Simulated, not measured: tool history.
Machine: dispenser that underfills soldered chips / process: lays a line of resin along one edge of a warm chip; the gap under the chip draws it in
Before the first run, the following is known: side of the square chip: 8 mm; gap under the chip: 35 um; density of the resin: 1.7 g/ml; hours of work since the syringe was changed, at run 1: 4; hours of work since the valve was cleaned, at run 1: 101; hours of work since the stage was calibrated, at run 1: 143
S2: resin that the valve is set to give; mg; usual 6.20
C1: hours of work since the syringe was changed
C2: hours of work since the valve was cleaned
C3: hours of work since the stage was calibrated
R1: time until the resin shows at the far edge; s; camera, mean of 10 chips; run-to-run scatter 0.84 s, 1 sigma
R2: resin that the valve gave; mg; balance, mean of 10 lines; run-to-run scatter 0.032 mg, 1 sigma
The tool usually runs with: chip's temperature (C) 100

Run 1, hour 0.0: usual settings; C1 4; C2 101; C3 143. Result: R1 114.5 s, R2 5.83 mg.
Run 2, hour 6.4: usual settings; C1 9; C2 106; C3 147. Result: R1 175.2 s, R2 5.68 mg.
At hour 8.6: new syringe of resin.
Run 3, hour 16.5: usual settings; C1 6; C2 113; C3 155. Result: R1 136.2 s, R2 5.69 mg.
At hour 22.8: new syringe of resin.
Run 4, hour 28.0: usual settings but chip's temperature (C) 104; C1 4; C2 122; C3 163. Result: R1 98.7 s, R2 5.63 mg.
Run 5, hour 33.5: usual settings but chip's temperature (C) 104; C1 8; C2 126; C3 167. Result: R1 138.9 s, R2 5.64 mg.
At hour 36.9: new syringe of resin.
Run 6, hour 43.8: usual settings but chip's temperature (C) 114; C1 5; C2 133; C3 175. Result: R1 74.7 s, R2 5.62 mg.
At hour 50.9: new syringe of resin.
At hour 52.9: dispensing valve cleaned and set on the balance.
Run 7, hour 54.0: usual settings; C1 2; C2 1; C3 181. Result: R1 92.8 s, R2 6.26 mg.
Run 8, hour 63.2: usual settings; C1 8; C2 8; C3 188. Result: R1 170.4 s, R2 6.18 mg.
At hour 65.5: new syringe of resin.
Run 9, hour 75.3: usual settings; C1 7; C2 17; C3 197. Result: R1 157.3 s, R2 6.13 mg.
At hour 79.4: new syringe of resin.
Run 10, hour 85.3: usual settings but chip's temperature (C) 106, S2 5.60 mg; C1 4; C2 24; C3 204. Result: R1 94.3 s, R2 5.48 mg.
At hour 92.8: new syringe of resin.
Run 11, hour 94.0: usual settings but chip's temperature (C) 106, S2 5.60 mg; C1 1; C2 30; C3 210. Result: R1 71.1 s, R2 5.44 mg.
Run 12, hour 103.1: usual settings but chip's temperature (C) 108, S2 6.44 mg; C1 8; C2 37; C3 217. Result: R1 113.7 s, R2 6.30 mg.
At hour 106.1: new syringe of resin.
Run 13, hour 115.2: usual settings but chip's temperature (C) 108, S2 6.44 mg; C1 7; C2 46; C3 226. Result: R1 104.0 s, R2 6.23 mg.
At hour 119.5: new syringe of resin.
Run 14, hour 127.9: usual settings but chip's temperature (C) 95, S2 6.09 mg; C1 6; C2 55; C3 235. Result: R1 174.6 s, R2 5.81 mg.
At hour 133.0: new syringe of resin.
Run 15, hour 135.4: usual settings but chip's temperature (C) 95, S2 6.09 mg; C1 2; C2 60; C3 241. Result: R1 119.8 s, R2 5.84 mg.
Run 16, hour 140.9: usual settings but chip's temperature (C) 101, S2 7.42 mg; C1 6; C2 64; C3 245. Result: R1 127.2 s, R2 7.07 mg.
At hour 146.7: new syringe of resin.
Run 17, hour 153.6: usual settings but chip's temperature (C) 101, S2 7.42 mg; C1 5; C2 74; C3 254. Result: R1 119.7 s, R2 7.05 mg.
At hour 161.0: new syringe of resin.
Run 18, hour 163.5: usual settings but chip's temperature (C) 101, S2 7.42 mg; C1 2; C2 81; C3 261. Result: R1 92.5 s, R2 6.94 mg.

Forecast each of these 4 alternatives for the next run:
Run A, hour 170.8: usual settings but S2 6.66 mg; C1 7; C2 86; C3 267. Result: R1 ?, R2 ?.
Run B, hour 170.8: usual settings but chip's temperature (C) 101, S2 7.49 mg; C1 7; C2 86; C3 267. Result: R1 ?, R2 ?.
Run C, hour 170.8: usual settings but chip's temperature (C) 99, S2 7.70 mg; C1 7; C2 86; C3 267. Result: R1 ?, R2 ?.
Run D, hour 170.8: usual settings but chip's temperature (C) 101, S2 7.42 mg; C1 7; C2 86; C3 267. Result: R1 ?, R2 ?.

run     R1    R2
  A  152.2  6.23
  B  147.6  7.03
  C  158.3  7.26
  D  147.6  6.91
Take away the tool's hidden state, keep each run's random variation, and the runs would have read:
run    R1    R2
  A  77.3  6.65
  B  75.3  7.51
  C  80.8  7.75
  D  75.5  7.38

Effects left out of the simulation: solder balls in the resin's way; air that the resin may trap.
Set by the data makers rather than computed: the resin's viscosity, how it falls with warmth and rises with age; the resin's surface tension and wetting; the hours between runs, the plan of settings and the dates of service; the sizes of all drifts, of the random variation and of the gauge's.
